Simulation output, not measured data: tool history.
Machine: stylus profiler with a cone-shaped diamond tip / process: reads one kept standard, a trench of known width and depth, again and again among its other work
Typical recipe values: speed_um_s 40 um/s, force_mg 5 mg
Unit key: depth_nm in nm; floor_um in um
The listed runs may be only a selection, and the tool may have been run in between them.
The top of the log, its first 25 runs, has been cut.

run 26 hour=289.8 | speed_um_s=40 force_mg=8.98 | depth_nm=104.05 floor_um=18.49
run 27 hour=298.7 | speed_um_s=47 force_mg=5.04 | depth_nm=102.68 floor_um=18.52
run 28 hour=310.8 | speed_um_s=16 force_mg=6.61 | depth_nm=103.32 floor_um=18.57
run 29 hour=318.9 | speed_um_s=10 force_mg=7.95 | depth_nm=103.7 floor_um=18.59
run 30 hour=329.5 | speed_um_s=18 force_mg=2.61 | depth_nm=101.78 floor_um=18.54
run 31 hour=338.8 | speed_um_s=35 force_mg=6.61 | depth_nm=103.27 floor_um=18.54
run 32 hour=353.2 | speed_um_s=55 force_mg=11.65 | depth_nm=104.82 floor_um=18.5
run 33 hour=367.5 | speed_um_s=17 force_mg=13.44 | depth_nm=105.3 floor_um=18.58
run 34 hour=374.8 | speed_um_s=99 force_mg=4.28 | depth_nm=102.52 floor_um=18.43
run 35 hour=387.8 | speed_um_s=31 force_mg=7.39 | depth_nm=103.57 floor_um=18.55
run 36 hour=394.9 | speed_um_s=61 force_mg=7.39 | depth_nm=103.56 floor_um=18.48
run 37 hour=405.3 | speed_um_s=156 force_mg=5.12 | depth_nm=102.79 floor_um=18.42
run 38 hour=417.2 | speed_um_s=156 force_mg=5.12 | depth_nm=102.79 floor_um=18.4

Run 39 is up next; what results do you expect?
run 39 hour=433.2 | speed_um_s=156 force_mg=5.12 | depth_nm=? floor_um=?

depth_nm: 102.76 nm
floor_um: 18.4 um
On a tool with no hidden condition, and with the same random variation, this run would have come out at depth_nm 102.77 nm, floor_um 18.42 um.

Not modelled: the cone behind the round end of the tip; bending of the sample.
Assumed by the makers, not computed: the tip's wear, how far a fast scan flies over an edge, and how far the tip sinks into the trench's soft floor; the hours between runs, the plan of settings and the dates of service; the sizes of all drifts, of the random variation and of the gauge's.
